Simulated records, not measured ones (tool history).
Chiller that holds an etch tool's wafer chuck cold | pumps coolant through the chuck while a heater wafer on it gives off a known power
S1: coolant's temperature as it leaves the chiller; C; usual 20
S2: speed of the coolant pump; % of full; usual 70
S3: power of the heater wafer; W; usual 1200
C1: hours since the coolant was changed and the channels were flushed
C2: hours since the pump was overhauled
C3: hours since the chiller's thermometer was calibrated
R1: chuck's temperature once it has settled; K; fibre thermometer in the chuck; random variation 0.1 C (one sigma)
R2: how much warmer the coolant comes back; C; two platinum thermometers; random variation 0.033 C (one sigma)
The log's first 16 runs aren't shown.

run 17 day=73.412 | S1=20 S2=70 S3=1239 | C1=3330 C2=2057 C3=3118 | R1=302.25 R2=4.35
run 18 day=78.671 | S1=20 S2=70 S3=1239 | C1=3456 C2=2183 C3=3244 | R1=302.35 R2=4.36
run 19 day=83.400 | S1=20 S2=70 S3=1763 | C1=3570 C2=2296 C3=3357 | R1=306.05 R2=6.29
run 20 day=87.779 | S1=20 S2=85 S3=1403 | C1=3675 C2=2401 C3=3463 | R1=302.05 R2=4.01
run 21 day=92.429 | S1=20 S2=89 S3=889 | C1=3786 C2=2513 C3=3574 | R1=298.75 R2=2.51
-- day=94.442 coolant changed, channels flushed
run 22 day=96.238 | S1=20 S2=79 S3=1372 | C1=43 C2=2598 C3=3660 | R1=302.45 R2=4.25
run 23 day=98.908 | S1=20 S2=62 S3=1372 | C1=107 C2=2663 C3=3724 | R1=303.95 R2=5.44
run 24 day=102.083 | S1=20 S2=70 S3=1200 | C1=183 C2=2739 C3=3800 | R1=301.75 R2=4.28
run 25 day=104.896 | S1=11 S2=68 S3=915 | C1=251 C2=2806 C3=3867 | R1=291.15 R2=3.37
run 26 day=109.058 | S1=11 S2=68 S3=915 | C1=351 C2=2906 C3=3967 | R1=290.85 R2=3.33
run 27 day=114.471 | S1=11 S2=68 S3=915 | C1=481 C2=3036 C3=4097 | R1=290.95 R2=3.35
-- day=117.412 chiller's thermometer calibrated
run 28 day=118.062 | S1=11 S2=68 S3=1290 | C1=566 C2=3121 C3=16 | R1=293.85 R2=4.65
run 29 day=123.367 | S1=14 S2=64 S3=690 | C1=693 C2=3249 C3=143 | R1=292.45 R2=2.68
run 30 day=128.454 | S1=23 S2=70 S3=1750 | C1=815 C2=3371 C3=265 | R1=308.85 R2=6.23
run 31 day=132.221 | S1=20 S2=69 S3=1198 | C1=906 C2=3461 C3=355 | R1=301.85 R2=4.31

4 ways to go on from here, each from the tool as it stands after run 31. What would each give?
run A day=136.429 | S1=20 S2=70 S3=1169 | C1=1007 C2=3562 C3=456 | R1=? R2=?
run B day=136.429 | S1=20 S2=70 S3=1187 | C1=1007 C2=3562 C3=456 | R1=? R2=?
run C day=136.429 | S1=26 S2=62 S3=644 | C1=1007 C2=3562 C3=456 | R1=? R2=?
run D day=136.429 | S1=28 S2=79 S3=1218 | C1=1007 C2=3562 C3=456 | R1=? R2=?

run=A R1=301.65 R2=4.10
run=B R1=301.75 R2=4.21
run=C R1=304.35 R2=2.58
run=D R1=309.35 R2=3.75
Without the tool's hidden state the same runs would have given:
run=A R1=301.65 R2=4.10
run=B R1=301.75 R2=4.20
run=C R1=304.35 R2=2.58
run=D R1=309.35 R2=3.75
